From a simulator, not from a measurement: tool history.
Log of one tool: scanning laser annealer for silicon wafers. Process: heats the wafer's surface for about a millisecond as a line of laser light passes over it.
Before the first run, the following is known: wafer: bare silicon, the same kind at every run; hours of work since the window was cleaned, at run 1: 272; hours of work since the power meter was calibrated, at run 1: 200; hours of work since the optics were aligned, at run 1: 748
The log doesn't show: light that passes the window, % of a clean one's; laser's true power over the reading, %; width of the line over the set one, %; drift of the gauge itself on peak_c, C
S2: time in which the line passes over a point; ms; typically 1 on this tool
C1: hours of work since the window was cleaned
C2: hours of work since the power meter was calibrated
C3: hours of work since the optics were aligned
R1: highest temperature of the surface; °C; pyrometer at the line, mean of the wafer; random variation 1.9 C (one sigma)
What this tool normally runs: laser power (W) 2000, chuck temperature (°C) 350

Run 1, hour 0: usual settings; C1 272; C2 200; C3 748. Result: R1 1111 °C.
Run 2, hour 26.3: usual settings; C1 292; C2 220; C3 768. Result: R1 1111 °C.
Run 3, hour 47.2: usual settings; C1 308; C2 236; C3 784. Result: R1 1109 °C.
Run 4, hour 66: usual settings; C1 323; C2 250; C3 799. Result: R1 1111 °C.
Run 5, hour 95.9: usual settings; C1 346; C2 273; C3 821. Result: R1 1109 °C.
Run 6, hour 116.2: usual settings but laser power (W) 2154; C1 361; C2 289; C3 837. Result: R1 1167 °C.
Run 7, hour 141.6: usual settings but S2 0.89 ms, chuck temperature (°C) 390; C1 381; C2 308; C3 857. Result: R1 1102 °C.
Run 8, hour 170.7: usual settings but laser power (W) 1872, S2 1.04 ms; C1 403; C2 331; C3 879. Result: R1 1071 °C.
Run 9, hour 198.7: usual settings but laser power (W) 1872, S2 1.04 ms; C1 425; C2 352; C3 900. Result: R1 1077 °C.
Run 10, hour 216: usual settings but laser power (W) 1812, S2 0.92 ms, chuck temperature (°C) 364; C1 438; C2 365; C3 914. Result: R1 1020 °C.
Run 11, hour 250.4: usual settings but laser power (W) 1812, S2 1.07 ms, chuck temperature (°C) 373; C1 464; C2 392; C3 940. Result: R1 1080 °C.

Below are 4 alternative next runs, each starting from the tool's condition after run 11. Predict each:
Run A, hour 265.3: usual settings but laser power (W) 1703, S2 0.94 ms, chuck temperature (°C) 373; C1 476; C2 403; C3 952. Result: R1 ?.
Run B, hour 265.3: usual settings but laser power (W) 1812, S2 1.15 ms, chuck temperature (°C) 361; C1 476; C2 403; C3 952. Result: R1 ?.
Run C, hour 265.3: usual settings but laser power (W) 1744, S2 1.1 ms, chuck temperature (°C) 381; C1 476; C2 403; C3 952. Result: R1 ?.
Run D, hour 265.3: usual settings but laser power (W) 2156, S2 1.21 ms, chuck temperature (°C) 313; C1 476; C2 403; C3 952. Result: R1 ?.

run    R1
  A   995
  B  1097
  C  1072
  D  1212
Stripped of hidden state, with their random variation kept, the same runs would have yielded:
run    R1
  A  1017
  B  1123
  C  1096
  D  1243
